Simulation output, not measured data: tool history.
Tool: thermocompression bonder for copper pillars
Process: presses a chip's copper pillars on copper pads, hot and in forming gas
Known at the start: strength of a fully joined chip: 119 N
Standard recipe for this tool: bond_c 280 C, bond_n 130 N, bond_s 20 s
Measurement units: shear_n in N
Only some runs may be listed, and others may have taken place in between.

Run 1, hour 0: usual settings. Result: shear_n 77.9 N.
Run 2, hour 34.4: usual settings. Result: shear_n 78.1 N.
Run 3, hour 61.8: usual settings. Result: shear_n 75.4 N.
Run 4, hour 102.1: usual settings. Result: shear_n 77.9 N.
At hour 126.9: forming gas filter changed.
Run 5, hour 128.5: usual settings. Result: shear_n 81.9 N.
Run 6, hour 150: usual settings. Result: shear_n 82.7 N.
Run 7, hour 177.1: usual settings. Result: shear_n 81.8 N.
Run 8, hour 224.7: usual settings. Result: shear_n 80.6 N.
Run 9, hour 258.6: usual settings. Result: shear_n 79.1 N.
Run 10, hour 302.5: usual settings. Result: shear_n 78.8 N.
Run 11, hour 330.9: usual settings. Result: shear_n 79 N.
Run 12, hour 378: usual settings. Result: shear_n 78 N.
Run 13, hour 407.7: usual settings. Result: shear_n 76.9 N.
Run 14, hour 441.4: usual settings. Result: shear_n 75.2 N.
Run 15, hour 469.9: usual settings. Result: shear_n 75.6 N.
At hour 497.8: force cell calibrated.
Run 16, hour 504: usual settings. Result: shear_n 73.3 N.
At hour 509.2: forming gas filter changed.
Run 17, hour 552.2: usual settings. Result: shear_n 78.7 N.
Run 18, hour 585.1: usual settings but bond_c 271 C, bond_s 34 s. Result: shear_n 84 N.
Run 19, hour 610.8: usual settings but bond_c 309 C, bond_s 12 s. Result: shear_n 85.8 N.
Run 20, hour 638.8: usual settings but bond_c 276 C, bond_n 120 N, bond_s 21 s. Result: shear_n 70.6 N.
Run 21, hour 671.9: usual settings but bond_c 290 C, bond_n 107 N, bond_s 16 s. Result: shear_n 69.8 N.
At hour 712.2: force cell calibrated, once more.
Run 22, hour 721.4: usual settings but bond_c 290 C, bond_n 107 N, bond_s 16 s. Result: shear_n 76.1 N.
Run 23, hour 750.7: usual settings but bond_c 256 C, bond_n 155 N, bond_s 43 s. Result: shear_n 91.1 N.
Run 24, hour 800.5: usual settings but bond_c 256 C, bond_n 155 N, bond_s 43 s. Result: shear_n 86.3 N.
Run 25, hour 823.9: usual settings but bond_c 256 C, bond_n 155 N, bond_s 43 s. Result: shear_n 89.1 N.
Run 26, hour 855.7: usual settings but bond_c 256 C, bond_n 99 N, bond_s 43 s. Result: shear_n 67.4 N.
At hour 891.1: forming gas filter changed.
Run 27, hour 900.6: usual settings but bond_c 297 C. Result: shear_n 95.7 N.
Run 28, hour 945.8: usual settings but bond_c 297 C. Result: shear_n 97.1 N.
Run 29, hour 984.8: usual settings but bond_c 251 C. Result: shear_n 64.8 N.
Run 30, hour 1017.5: usual settings but bond_c 251 C. Result: shear_n 64.5 N.
Run 31, hour 1041.6: usual settings but bond_c 302 C, bond_n 96 N, bond_s 25 s. Result: shear_n 88.1 N.
Run 32, hour 1077.4: usual settings but bond_c 289 C, bond_n 84 N, bond_s 22 s. Result: shear_n 70.3 N.

Branching from run 32: 4 alternative next runs. What would each branch give?
Run A, hour 1122.4: usual settings but bond_c 301 C. Result: shear_n ?.
Run B, hour 1122.4: usual settings but bond_c 289 C, bond_n 84 N, bond_s 58 s. Result: shear_n ?.
Run C, hour 1122.4: usual settings but bond_c 261 C. Result: shear_n ?.
Run D, hour 1122.4: usual settings but bond_c 305 C, bond_n 84 N, bond_s 50 s. Result: shear_n ?.

run  shear_n
  A     93.8
  B     90.6
  C     69.1
  D       94
Without the tool's unlogged condition, the same runs would have read:
run  shear_n
  A     96.7
  B     92.8
  C     69.5
  D       97
